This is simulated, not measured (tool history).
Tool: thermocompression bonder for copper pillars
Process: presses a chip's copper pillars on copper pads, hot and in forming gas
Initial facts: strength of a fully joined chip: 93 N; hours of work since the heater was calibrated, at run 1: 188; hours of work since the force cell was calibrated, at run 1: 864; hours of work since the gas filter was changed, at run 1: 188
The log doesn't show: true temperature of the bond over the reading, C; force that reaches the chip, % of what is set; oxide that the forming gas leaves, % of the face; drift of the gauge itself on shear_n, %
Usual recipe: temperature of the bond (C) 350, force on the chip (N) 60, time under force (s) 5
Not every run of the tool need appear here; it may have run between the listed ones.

run   hour  temperature of the bond (C)  force on the chip (N)  time under force (s)  hours of work since the heater was calibrated  hours of work since the force cell was calibrated  hours of work since the gas filter was changed  force that shears a chip off (N)
  1    0.0                          350                     60                     5                                            188                                                864                                             188                              31.0
  2   35.5                          350                     60                     5                                            216                                                892                                             216                              30.4
  3   68.0                          350                     60                     5                                            242                                                918                                             242                              30.2
      77.5  -- forming gas filter changed
  4   90.8                          350                     60                     5                                            260                                                936                                              11                              31.8
  5  117.2                          350                     60                     5                                            281                                                957                                              32                              31.5
  6  153.8                          350                     60                     5                                            310                                                986                                              61                              31.0
  7  183.5                          350                     60                     5                                            333                                               1009                                              84                              30.9
  8  218.1                          350                     60                     5                                            361                                               1037                                             112                              30.5
  9  236.9                          350                     60                     5                                            376                                               1052                                             127                              30.3
 10  276.4                          354                     60                     5                                            407                                               1083                                             158                              30.8
 11  313.8                          350                     60                     5                                            437                                               1113                                             188                              30.1
 12  334.4                          350                     60                     5                                            453                                               1129                                             204                              29.9
 13  358.2                          334                     60                     5                                            472                                               1148                                             223                              25.3
     392.4  -- forming gas filter changed
 14  396.0                          334                     60                     5                                            502                                               1178                                               3                              26.6
 15  424.8                          334                     60                     5                                            525                                               1201                                              26                              26.4
 16  454.2                          334                     60                     5                                            548                                               1224                                              49                              26.4
     479.5  -- heater calibrated with a thermocouple chip
 17  487.1                          334                     60                     5                                              6                                               1249                                              74                              27.9
 18  505.9                          334                     60                     5                                             21                                               1264                                              89                              28.0
 19  525.6                          334                     40                     5                                             37                                               1280                                             104                              19.3
 20  548.4                          350                     60                     5                                             55                                               1298                                             123                              31.6
 21  582.0                          359                     60                     4                                             82                                               1324                                             149                              30.5
     586.8  -- force cell calibrated
 22  605.5                          351                     45                     8                                             99                                                 15                                             167                              28.7
 23  626.4                          344                     48                    13                                            116                                                 32                                             183                              35.1
 24  654.6                          344                     48                    13                                            138                                                 54                                             206                              34.7
 25  692.2                          350                     43                     5                                            168                                                 84                                             236                              22.1
     711.5  -- forming gas filter changed
 26  718.3                          350                     60                    10                                            188                                                104                                               5                              40.9
     760.5  -- force cell calibrated, once more
 27  762.0                          357                     60                    10                                            222                                                  1                                              39                              44.4
 28  792.9                          326                     86                    13                                            246                                                 26                                              64                              50.4
 29  827.5                          326                     86                    13                                            274                                                 53                                              91                              50.6
 30  858.7                          354                     52                     3                                            299                                                 78                                             116                              23.6
 31  891.4                          339                     60                    13                                            325                                                104                                             142                              41.5
 32  922.2                          355                     84                     9                                            349                                                129                                             166                              51.9

Branching from run 32: 5 alternative next runs. What would each branch give?
  A  940.1                          355                     44                     8                                            364                                                143                                             181                                 ?
  B  940.1                          355                     64                     9                                            364                                                143                                             181                                 ?
  C  940.1                          357                     60                     5                                            364                                                143                                             181                                 ?
  D  940.1                          355                     80                     8                                            364                                                143                                             181                                 ?
  E  940.1                          350                     60                     3                                            364                                                143                                             181                                 ?

run  force that shears a chip off (N)
  A                              30.1
  B                              43.3
  C                              33.1
  D                              48.6
  E                              25.4
What these runs would have given with no unlogged condition in the tool:
run  force that shears a chip off (N)
  A                              32.7
  B                              46.8
  C                              35.9
  D                              52.3
  E                              27.6

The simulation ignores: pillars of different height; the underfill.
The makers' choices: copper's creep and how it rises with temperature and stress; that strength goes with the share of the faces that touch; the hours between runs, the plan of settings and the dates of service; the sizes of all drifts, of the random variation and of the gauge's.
